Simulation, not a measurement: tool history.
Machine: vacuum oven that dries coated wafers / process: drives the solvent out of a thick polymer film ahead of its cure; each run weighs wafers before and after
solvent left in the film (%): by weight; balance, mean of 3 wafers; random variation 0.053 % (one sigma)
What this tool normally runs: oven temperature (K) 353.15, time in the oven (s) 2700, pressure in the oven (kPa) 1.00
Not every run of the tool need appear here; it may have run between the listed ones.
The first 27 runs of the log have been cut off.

Run 28, hour 2046.5: usual settings but time in the oven (s) 2220, pressure in the oven (kPa) 0.83. Result: solvent left in the film (%) 3.45.
Run 29, hour 2142.8: usual settings but oven temperature (K) 362.15, time in the oven (s) 2580. Result: solvent left in the film (%) 1.42.
At hour 2187.2: vacuum gauge cleaned of residue and calibrated, once more.
Run 30, hour 2229.9: usual settings but oven temperature (K) 362.15, time in the oven (s) 2580. Result: solvent left in the film (%) 1.07.
Run 31, hour 2334.2: usual settings but oven temperature (K) 362.15, time in the oven (s) 4200. Result: solvent left in the film (%) 0.41.
Run 32, hour 2429.4: usual settings but time in the oven (s) 2220. Result: solvent left in the film (%) 3.30.
Run 33, hour 2499.0: usual settings but oven temperature (K) 368.15, time in the oven (s) 1860, pressure in the oven (kPa) 2.14. Result: solvent left in the film (%) 1.67.
Run 34, hour 2584.2: usual settings but oven temperature (K) 368.15, time in the oven (s) 1860, pressure in the oven (kPa) 2.14. Result: solvent left in the film (%) 1.64.
Run 35, hour 2657.6: usual settings but oven temperature (K) 344.15, time in the oven (s) 2100. Result: solvent left in the film (%) 6.13.
Run 36, hour 2760.8: usual settings. Result: solvent left in the film (%) 2.59.
Run 37, hour 2808.7: usual settings. Result: solvent left in the film (%) 2.57.
Run 38, hour 2870.6: usual settings but oven temperature (K) 352.15, time in the oven (s) 2880, pressure in the oven (kPa) 3.39. Result: solvent left in the film (%) 3.56.
Run 39, hour 2922.6: usual settings but oven temperature (K) 352.15, time in the oven (s) 2880, pressure in the oven (kPa) 3.39. Result: solvent left in the film (%) 3.56.
Run 40, hour 2985.1: usual settings but oven temperature (K) 352.15, time in the oven (s) 2880, pressure in the oven (kPa) 3.39. Result: solvent left in the film (%) 3.46.
At hour 2992.7: oven's thermocouples calibrated.
Run 41, hour 3049.5: usual settings but oven temperature (K) 355.15, time in the oven (s) 1800, pressure in the oven (kPa) 2.32. Result: solvent left in the film (%) 3.78.
Run 42, hour 3093.8: usual settings but oven temperature (K) 359.15, time in the oven (s) 1560. Result: solvent left in the film (%) 3.26.
Run 43, hour 3140.1: usual settings but oven temperature (K) 359.15, time in the oven (s) 1560. Result: solvent left in the film (%) 3.36.
Run 44, hour 3214.3: usual settings but time in the oven (s) 3000, pressure in the oven (kPa) 2.90. Result: solvent left in the film (%) 2.37.

Each row is a separate what-if for the run after 44, all from the same tool condition, not one after another. Results?
Run A, hour 3261.6: usual settings but oven temperature (K) 355.15, time in the oven (s) 2100, pressure in the oven (kPa) 1.06. Result: solvent left in the film (%) ?.
Run B, hour 3261.6: usual settings but oven temperature (K) 354.15, pressure in the oven (kPa) 2.14. Result: solvent left in the film (%) ?.
Run C, hour 3261.6: usual settings but oven temperature (K) 346.15, time in the oven (s) 1980, pressure in the oven (kPa) 2.23. Result: solvent left in the film (%) ?.
Run D, hour 3261.6: usual settings but oven temperature (K) 356.15, time in the oven (s) 3420, pressure in the oven (kPa) 1.86. Result: solvent left in the film (%) ?.

run  solvent left in the film (%)
  A                          2.87
  B                          2.23
  C                          5.80
  D                          1.43
What these runs would have given with no unlogged condition in the tool:
run  solvent left in the film (%)
  A                          2.63
  B                          2.00
  C                          5.48
  D                          1.24
